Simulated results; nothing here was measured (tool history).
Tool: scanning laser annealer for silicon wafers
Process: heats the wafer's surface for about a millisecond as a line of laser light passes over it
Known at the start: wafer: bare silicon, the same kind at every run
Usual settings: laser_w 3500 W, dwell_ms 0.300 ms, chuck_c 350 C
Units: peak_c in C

Run 1, hour 0.0: usual settings. Result: peak_c 1118 C.
Run 2, hour 25.7: usual settings. Result: peak_c 1121 C.
Run 3, hour 40.7: usual settings. Result: peak_c 1116 C.
At hour 47.0: window over the wafer cleaned.
Run 4, hour 57.4: usual settings. Result: peak_c 1147 C.
Run 5, hour 79.2: usual settings but laser_w 3783 W. Result: peak_c 1233 C.
Run 6, hour 93.6: usual settings but laser_w 3783 W. Result: peak_c 1232 C.
Run 7, hour 110.0: usual settings. Result: peak_c 1148 C.
Run 8, hour 138.2: usual settings. Result: peak_c 1144 C.
Run 9, hour 157.9: usual settings. Result: peak_c 1146 C.
Run 10, hour 181.6: usual settings. Result: peak_c 1144 C.
Run 11, hour 204.1: usual settings but laser_w 3025 W. Result: peak_c 1005 C.
Run 12, hour 233.2: usual settings but laser_w 3025 W, chuck_c 388 C. Result: peak_c 1046 C.
Run 13, hour 261.5: usual settings but laser_w 3025 W, chuck_c 318 C. Result: peak_c 975 C.
Run 14, hour 277.5: usual settings but laser_w 3761 W, dwell_ms 0.337 ms. Result: peak_c 1266 C.
Run 15, hour 306.8: usual settings but laser_w 3716 W, dwell_ms 0.332 ms, chuck_c 339 C. Result: peak_c 1232 C.
Run 16, hour 331.2: usual settings but laser_w 3791 W, dwell_ms 0.333 ms, chuck_c 339 C. Result: peak_c 1254 C.
Run 17, hour 356.6: usual settings but laser_w 3682 W, dwell_ms 0.258 ms, chuck_c 339 C. Result: peak_c 1128 C.
Run 18, hour 375.1: usual settings but laser_w 3682 W, dwell_ms 0.258 ms, chuck_c 339 C. Result: peak_c 1125 C.
Run 19, hour 387.2: usual settings but laser_w 3682 W, dwell_ms 0.258 ms, chuck_c 339 C. Result: peak_c 1128 C.
Run 20, hour 416.9: usual settings but dwell_ms 0.299 ms, chuck_c 346 C. Result: peak_c 1136 C.
At hour 442.1: optics aligned, line set to its width.
Run 21, hour 451.7: usual settings but laser_w 3075 W, dwell_ms 0.364 ms, chuck_c 368 C. Result: peak_c 1105 C.
Run 22, hour 478.3: usual settings but laser_w 3408 W, dwell_ms 0.366 ms, chuck_c 356 C. Result: peak_c 1203 C.
Run 23, hour 499.7: usual settings but laser_w 3408 W, dwell_ms 0.366 ms, chuck_c 356 C. Result: peak_c 1206 C.
Run 24, hour 514.2: usual settings but laser_w 3408 W, dwell_ms 0.366 ms, chuck_c 356 C. Result: peak_c 1201 C.

Forecast each of these 4 alternatives for the next run:
Run A, hour 527.3: usual settings but laser_w 3614 W, chuck_c 359 C. Result: peak_c ?.
Run B, hour 527.3: usual settings but laser_w 3833 W, dwell_ms 0.341 ms, chuck_c 327 C. Result: peak_c ?.
Run C, hour 527.3: usual settings but laser_w 3408 W, dwell_ms 0.235 ms, chuck_c 356 C. Result: peak_c ?.
Run D, hour 527.3: usual settings but laser_w 3408 W, dwell_ms 0.340 ms, chuck_c 356 C. Result: peak_c ?.

run  peak_c
  A    1193
  B    1277
  C    1053
  D    1175
Without the tool's hidden state the same runs would have given:
run  peak_c
  A    1208
  B    1294
  C    1066
  D    1189
